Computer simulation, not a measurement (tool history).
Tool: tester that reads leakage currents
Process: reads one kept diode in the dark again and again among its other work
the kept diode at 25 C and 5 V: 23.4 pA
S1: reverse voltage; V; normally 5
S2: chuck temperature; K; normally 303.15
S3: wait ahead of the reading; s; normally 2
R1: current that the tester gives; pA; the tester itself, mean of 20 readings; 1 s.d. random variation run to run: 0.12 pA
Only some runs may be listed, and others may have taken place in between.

| run | hour | S1 | S2 | S3 | R1 |
|---|---|---|---|---|---|
| 1 | 0 | 5 | 303.15 | 2 | 31.82 |
| 2 | 61.2 | 5 | 312.15 | 2 | 59.16 |
| 3 | 120.3 | 5 | 303.15 | 2 | 31.45 |
| 4 | 179.9 | 5 | 303.15 | 2 | 31.01 |
| 5 | 225.6 | 5 | 303.15 | 2 | 30.91 |
| 6 | 296.1 | 5 | 304.15 | 2 | 32.99 |
|  | 305.2 | chuck's temperature calibrated |
| 7 | 368.8 | 5 | 304.15 | 2 | 37.77 |
| 8 | 446.5 | 5 | 304.15 | 2 | 37.45 |
| 9 | 506.1 | 5 | 304.15 | 2 | 37.48 |
| 10 | 572.9 | 5 | 303.15 | 2 | 34.18 |
| 11 | 652.5 | 5 | 303.15 | 2 | 34.12 |
| 12 | 733.7 | 5 | 303.15 | 2 | 33.89 |
| 13 | 807.5 | 5 | 303.15 | 2 | 33.49 |
| 14 | 849 | 5 | 303.15 | 2 | 33.29 |
| 15 | 909.6 | 5 | 303.15 | 2 | 32.89 |
| 16 | 975 | 5 | 303.15 | 2 | 32.69 |
| 17 | 1063.3 | 5 | 317.15 | 2 | 83.78 |
| 18 | 1107.4 | 3.68 | 317.15 | 2 | 75.13 |
| 19 | 1151.3 | 5 | 300.15 | 2 | 26 |
| 20 | 1218.5 | 5 | 300.15 | 2 | 25.96 |
| 21 | 1260.2 | 17.79 | 296.15 | 0.43 | 43.09 |
| 22 | 1308.7 | 17.79 | 296.15 | 0.43 | 43 |
| 23 | 1383.7 | 1.97 | 300.15 | 7.58 | 17.46 |
|  | 1406.9 | chuck's temperature calibrated |
| 24 | 1429.7 | 4.92 | 303.15 | 2 | 36.03 |
| 25 | 1489.4 | 1.79 | 310.15 | 5.44 | 39.74 |
| 26 | 1532.8 | 6.05 | 301.15 | 5.44 | 33.42 |
| 27 | 1582.5 | 5 | 325.15 | 2 | 151.61 |
| 28 | 1627.5 | 5 | 316.15 | 2 | 85.11 |
| 29 | 1712.5 | 3.7 | 304.15 | 2 | 33.5 |
| 30 | 1796.8 | 12.77 | 296.15 | 2.48 | 33.48 |
| 31 | 1866.1 | 12.77 | 296.15 | 2.48 | 33.32 |
| 32 | 1909.7 | 14.87 | 314.15 | 1.17 | 109.38 |
| 33 | 1955.6 | 1.99 | 323.15 | 1.17 | 93.07 |
| 34 | 2012.6 | 2.49 | 303.15 | 8.97 | 25.66 |
| 35 | 2084.8 | 2.49 | 303.15 | 8.97 | 25.26 |
| 36 | 2156 | 2.49 | 306.15 | 2.45 | 31.02 |
| 37 | 2194.8 | 4.94 | 306.15 | 5.73 | 39.88 |
| 38 | 2269.7 | 5 | 305.15 | 2 | 37.45 |
| 39 | 2354.4 | 4.45 | 328.15 | 0.38 | 161.94 |
| 40 | 2440.7 | 4.45 | 328.15 | 0.38 | 160.06 |

Per-run results on a tool with no hidden state, each run keeping its own random variation:
Hidden state at play: stray current of the dirty probe card, pA a volt; current scale over the true one, %; true chuck temperature over the reading, C; drift of the gauge itself on leakage_pa, %.
| run | R1 |
|---|---|
| 1 | 34.69 |
| 2 | 65.59 |
| 3 | 34.81 |
| 4 | 34.54 |
| 5 | 34.64 |
| 6 | 37.37 |
| 7 | 37.18 |
| 8 | 37.23 |
| 9 | 37.5 |
| 10 | 34.4 |
| 11 | 34.68 |
| 12 | 34.84 |
| 13 | 34.77 |
| 14 | 34.77 |
| 15 | 34.6 |
| 16 | 34.66 |
| 17 | 92.39 |
| 18 | 83.71 |
| 19 | 27.77 |
| 20 | 27.94 |
| 21 | 40.39 |
| 22 | 40.33 |
| 23 | 20.03 |
| 24 | 34.44 |
| 25 | 40.05 |
| 26 | 31.64 |
| 27 | 155.27 |
| 28 | 86.66 |
| 29 | 33.68 |
| 30 | 28.81 |
| 31 | 28.79 |
| 32 | 110.65 |
| 33 | 101.15 |
| 34 | 27.21 |
| 35 | 27.05 |
| 36 | 33.84 |
| 37 | 42.5 |
| 38 | 40.05 |
| 39 | 184.28 |
| 40 | 184.29 |
